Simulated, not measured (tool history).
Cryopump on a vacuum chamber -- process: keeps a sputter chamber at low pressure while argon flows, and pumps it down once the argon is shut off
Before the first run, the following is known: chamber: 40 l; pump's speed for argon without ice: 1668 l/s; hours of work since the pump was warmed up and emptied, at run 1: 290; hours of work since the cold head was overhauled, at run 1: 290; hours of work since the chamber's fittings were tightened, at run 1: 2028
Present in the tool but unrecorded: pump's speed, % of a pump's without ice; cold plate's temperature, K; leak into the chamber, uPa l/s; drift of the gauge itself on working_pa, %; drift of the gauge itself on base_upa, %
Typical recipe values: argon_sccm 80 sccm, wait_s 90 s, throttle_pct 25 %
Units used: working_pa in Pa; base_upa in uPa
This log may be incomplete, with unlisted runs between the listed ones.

run,hour,argon_sccm,wait_s,throttle_pct,hours of work since the pump was warmed up and emptied,hours of work since the cold head was overhauled,hours of work since the chamber's fittings were tightened,working_pa,base_upa
1,0,80,90,25,290,290,2028,0.3264,1.1
2,12.3,80,90,25,298,298,2036,0.3285,1.07
3,29.2,80,90,57,309,309,2047,0.1474,1.13
4,42.4,80,29,25,317,317,2055,0.3298,2.03
5,54.1,80,90,25,324,324,2062,0.3316,1.11
6,64.1,80,90,25,331,331,2069,0.3289,1.09
7,82,80,90,25,342,342,2080,0.3292,1.1
# hour 89.6: leaking fittings of the chamber tightened, without venting
8,96,80,90,25,350,350,4,0.3297,0.68
9,114.2,80,90,18,361,361,16,0.455,0.67
10,125.7,80,90,18,369,369,23,0.4566,0.69
11,138,87,30,56,376,376,31,0.164,1.54
12,147.3,54,190,17,382,382,37,0.3257,0.43
13,160.1,39,90,26,390,390,45,0.1541,0.63
14,169.5,80,68,21,396,396,51,0.3895,0.84
15,181,82,61,28,404,404,58,0.302,0.83
16,189.8,74,30,28,409,409,64,0.2727,1.58
17,200.7,99,200,37,416,416,71,0.2794,0.44
18,216.5,80,51,25,426,426,81,0.3324,1.04
19,234.2,80,90,32,438,438,92,0.2583,0.71

Here are 5 independent what-if runs from the current tool condition. What would each one return?
A,245.7,80,90,41,445,445,99,?,?
B,245.7,80,31,16,445,445,99,?,?
C,245.7,72,27,27,445,445,99,?,?
D,245.7,40,164,32,445,445,99,?,?
E,245.7,52,134,32,445,445,99,?,?

run,working_pa,base_upa
A,0.2044,0.7
B,0.5098,1.51
C,0.2765,1.68
D,0.1305,0.5
E,0.17,0.59
Without the tool's hidden state the same runs would have given:
run,working_pa,base_upa
A,0.1981,0.62
B,0.5035,1.44
C,0.2708,1.61
D,0.1274,0.43
E,0.1658,0.51
